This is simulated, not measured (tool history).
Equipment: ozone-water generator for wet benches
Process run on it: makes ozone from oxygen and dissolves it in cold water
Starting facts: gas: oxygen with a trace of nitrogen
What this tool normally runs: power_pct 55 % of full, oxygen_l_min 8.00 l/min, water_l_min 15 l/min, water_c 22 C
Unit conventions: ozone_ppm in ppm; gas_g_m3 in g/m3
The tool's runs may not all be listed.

run 1 hour=0.0 | power_pct=55 oxygen_l_min=8.00 water_l_min=15 water_c=22 | ozone_ppm=12.2 gas_g_m3=123.3
run 2 hour=92.4 | power_pct=55 oxygen_l_min=8.00 water_l_min=15 water_c=22 | ozone_ppm=11.9 gas_g_m3=123.2
run 3 hour=146.4 | power_pct=55 oxygen_l_min=8.00 water_l_min=15 water_c=16 | ozone_ppm=13.4 gas_g_m3=123.3
run 4 hour=226.0 | power_pct=55 oxygen_l_min=8.00 water_l_min=15 water_c=22 | ozone_ppm=11.8 gas_g_m3=122.9
run 5 hour=300.0 | power_pct=55 oxygen_l_min=8.00 water_l_min=15 water_c=22 | ozone_ppm=11.9 gas_g_m3=121.9
run 6 hour=388.1 | power_pct=55 oxygen_l_min=8.00 water_l_min=15 water_c=22 | ozone_ppm=11.6 gas_g_m3=121.1
run 7 hour=480.4 | power_pct=85 oxygen_l_min=4.10 water_l_min=15 water_c=22 | ozone_ppm=16.4 gas_g_m3=224.3
run 8 hour=552.4 | power_pct=87 oxygen_l_min=10.60 water_l_min=15 water_c=15 | ozone_ppm=18.2 gas_g_m3=150.1
run 9 hour=623.1 | power_pct=54 oxygen_l_min=8.00 water_l_min=21 water_c=22 | ozone_ppm=8.6 gas_g_m3=120.2
run 10 hour=678.9 | power_pct=75 oxygen_l_min=6.05 water_l_min=15 water_c=22 | ozone_ppm=14.8 gas_g_m3=170.6

Not shown: 1 entry that the log had between the listed runs. Between which runs, and how does the tool's hidden state differ before and after?
Logged between run 7 and run 8: water thermometer calibrated (hour 485.6)
  yield of the discharge, % of new electrodes': 93.5 -> 93.4; contactor's efficiency, % of a clean one's: 88.8 -> 88.6; true water temperature over the reading, C: 0.34 -> 0.56
  the result without the hidden state subtracted from the measured one, ozone_ppm: -2.9 -> -3.4 ppm; gas_g_m3: -17.9 -> -12.5 g/m3
